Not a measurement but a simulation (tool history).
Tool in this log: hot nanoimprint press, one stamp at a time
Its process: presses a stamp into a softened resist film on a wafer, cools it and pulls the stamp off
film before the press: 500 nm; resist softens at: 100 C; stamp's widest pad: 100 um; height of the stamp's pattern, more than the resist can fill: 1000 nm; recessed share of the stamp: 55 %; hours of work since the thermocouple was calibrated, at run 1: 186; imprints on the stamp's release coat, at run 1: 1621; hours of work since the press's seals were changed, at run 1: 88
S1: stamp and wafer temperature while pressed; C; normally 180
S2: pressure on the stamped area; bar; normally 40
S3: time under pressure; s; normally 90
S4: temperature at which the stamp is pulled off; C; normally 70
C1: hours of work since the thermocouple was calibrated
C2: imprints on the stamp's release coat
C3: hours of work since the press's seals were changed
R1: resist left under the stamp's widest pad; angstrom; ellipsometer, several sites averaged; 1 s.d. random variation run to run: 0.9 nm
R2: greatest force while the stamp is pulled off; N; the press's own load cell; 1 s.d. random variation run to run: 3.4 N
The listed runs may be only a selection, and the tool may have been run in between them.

| run | day | S1 | S2 | S3 | S4 | C1 | C2 | C3 | R1 | R2 |
|---|---|---|---|---|---|---|---|---|---|---|
| 1 | 0 | 180 | 40 | 90 | 70 | 186 | 1621 | 88 | 1925 | 249 |
| 2 | 0.729 | 180 | 54.9 | 90 | 70 | 199 | 1678 | 101 | 1618 | 261 |
| 3 | 1.271 | 180 | 54.9 | 90 | 70 | 209 | 1719 | 111 | 1634 | 262 |
| 4 | 1.925 | 180 | 54.9 | 90 | 70 | 221 | 1769 | 123 | 1624 | 251 |
| 5 | 2.525 | 180 | 54.9 | 90 | 70 | 232 | 1815 | 133 | 1632 | 252 |
| 6 | 3.167 | 180 | 40 | 90 | 70 | 243 | 1864 | 145 | 1936 | 267 |
|  | 3.479 | stamp cleaned and given a new release coat |
| 7 | 3.929 | 180 | 40 | 90 | 70 | 253 | 35 | 154 | 1932 | 168 |
| 8 | 4.925 | 180 | 40 | 90 | 70 | 270 | 111 | 172 | 1962 | 172 |
| 9 | 5.879 | 180 | 40 | 90 | 70 | 288 | 184 | 189 | 1957 | 179 |
| 10 | 6.683 | 180 | 40 | 90 | 70 | 302 | 246 | 204 | 1947 | 187 |
|  | 7.175 | plate thermocouple calibrated |
| 11 | 7.746 | 180 | 40 | 90 | 70 | 10 | 317 | 221 | 1990 | 178 |
| 12 | 8.404 | 180 | 40 | 90 | 70 | 22 | 368 | 233 | 1987 | 188 |
| 13 | 9.179 | 180 | 40 | 90 | 70 | 36 | 427 | 247 | 1992 | 191 |
| 14 | 10.188 | 180 | 40 | 90 | 68 | 54 | 504 | 265 | 1989 | 199 |
|  | 10.362 | plate thermocouple calibrated, once more |
| 15 | 11.075 | 180 | 40 | 90 | 68 | 13 | 563 | 279 | 1891 | 207 |
| 16 | 11.683 | 170 | 52.1 | 177 | 70 | 24 | 610 | 290 | 2098 | 190 |
| 17 | 12.246 | 170 | 52.1 | 177 | 70 | 34 | 653 | 300 | 2105 | 198 |
| 18 | 12.762 | 170 | 28.8 | 69 | 70 | 43 | 692 | 309 | 3575 | 198 |
| 19 | 13.367 | 182 | 63 | 117 | 61 | 54 | 739 | 320 | 1228 | 233 |
| 20 | 14.158 | 180 | 40 | 100 | 70 | 69 | 799 | 335 | 1844 | 203 |
| 21 | 15.092 | 180 | 40 | 100 | 70 | 86 | 871 | 352 | 1856 | 204 |
| 22 | 15.871 | 180 | 30 | 106 | 70 | 100 | 930 | 366 | 2105 | 211 |
| 23 | 16.858 | 191 | 57.3 | 106 | 70 | 117 | 1006 | 383 | 895 | 219 |
| 24 | 17.383 | 191 | 57.3 | 106 | 70 | 127 | 1046 | 393 | 905 | 215 |
| 25 | 18.167 | 191 | 57.3 | 106 | 70 | 141 | 1106 | 407 | 912 | 226 |
| 26 | 19.138 | 173 | 39.9 | 106 | 74 | 159 | 1181 | 425 | 2529 | 207 |
| 27 | 19.812 | 185 | 45.7 | 164 | 74 | 171 | 1232 | 437 | 1151 | 208 |
| 28 | 20.283 | 180 | 25.3 | 90 | 69 | 179 | 1269 | 445 | 2453 | 238 |
| 29 | 21.246 | 177 | 25.4 | 90 | 60 | 197 | 1342 | 463 | 2789 | 279 |

Describe how what the log doesn't record of the tool's condition differs between the last listed run preceding each entry between runs and the first listed run following it.
In the gap between runs 6 and 7: stamp cleaned and given a new release coat (day 3.479)
  true temperature over the reading, C: -0.69 -> -0.72; pressure that arrives at the usual setting, %: 98.84 -> 98.78; grip of the stamp's worn release coat, % over a new coat's: 56.4 -> 1
  what was measured, less what the result would be without the hidden state, R1: +73 -> +75 angstrom; R2: +99 -> +4 N
In the gap between runs 10 and 11: plate thermocouple calibrated (day 7.175)
  true temperature over the reading, C: -0.89 -> -1.11; pressure that arrives at the usual setting, %: 98.46 -> 98.36; grip of the stamp's worn release coat, % over a new coat's: 6.9 -> 9
  what was measured, less what the result would be without the hidden state, R1: +93 -> +116 angstrom; R2: +15 -> +18 N
In the gap between runs 14 and 15: plate thermocouple calibrated, once more (day 10.362)
  true temperature over the reading, C: -1.25 -> -0.18; pressure that arrives at the usual setting, %: 98.12 -> 98.03; grip of the stamp's worn release coat, % over a new coat's: 14.4 -> 16.1
  what was measured, less what the result would be without the hidden state, R1: +130 -> +36 angstrom; R2: +29 -> +29 N
